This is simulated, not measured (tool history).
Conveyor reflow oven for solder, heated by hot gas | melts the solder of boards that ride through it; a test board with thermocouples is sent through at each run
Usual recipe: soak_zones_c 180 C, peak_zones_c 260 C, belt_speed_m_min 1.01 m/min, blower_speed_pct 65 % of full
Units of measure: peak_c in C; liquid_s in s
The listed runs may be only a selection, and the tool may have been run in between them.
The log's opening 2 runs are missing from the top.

run   hour  soak_zones_c  peak_zones_c  belt_speed_m_min  blower_speed_pct  peak_c  liquid_s
  3   42.1           180           260              1.01                75   240.9      29.9
  4   64.8           180           260                 1                65   236.9      27.2
  5     75           180           260                 1                65   237.7      27.7
        96  -- flux residue cleaned out of gas plates and filters
  6     96           180           260                 1                65   240.5      30.1
  7  112.8           180           260              0.89                65   244.2      37.3
  8  129.6           180           260              0.89                65   244.5      37.8
  9  149.4           180           260              1.01                65   240.4      29.6
 10  169.8           180           260              1.01                65   240.4      29.5
 11  192.3           180           260              1.01                65     240      28.9
 12  202.6           180           260              1.01                65   239.7      29.6
 13  215.6           180           260              1.01                65     240      29.6
 14  232.9           180           260              1.01                88   246.4      35.3
 15  250.9           180           260              1.01                88     247        35
 16  267.7           173           260              1.01                81     243      30.8
 17  284.4           173           260              1.01                81   242.9      30.8
 18  297.7           173           260              1.01                81   242.2      30.8
       303  -- belt drive overhauled, speed set with a stopwatch
 19  321.2           173           260              0.94                78   243.6      33.3
 20  335.6           173           260              0.94                78   244.1      32.9
 21  357.5           180           260              1.01                67   239.5      28.3
 22  379.5           180           260              1.19                60     230      15.2
 23  399.3           178           260              1.19                57     228      12.2
 24  408.9           178           260              1.19                57   226.5      12.5
 25  429.7           185           260              0.94                57   239.7      31.6
 26  450.7           193           260              0.89                65   244.8      42.1
 27  471.9           185           250              0.87                65   236.5      33.3

Forecast run 28:
 28  491.8           184           250              1.15                65       ?         ?

Run 28 came out at peak_c 227.2 C, liquid_s 14 s.
Without the tool's hidden state the same run would have given peak_c 229 C, liquid_s 16.4 s.
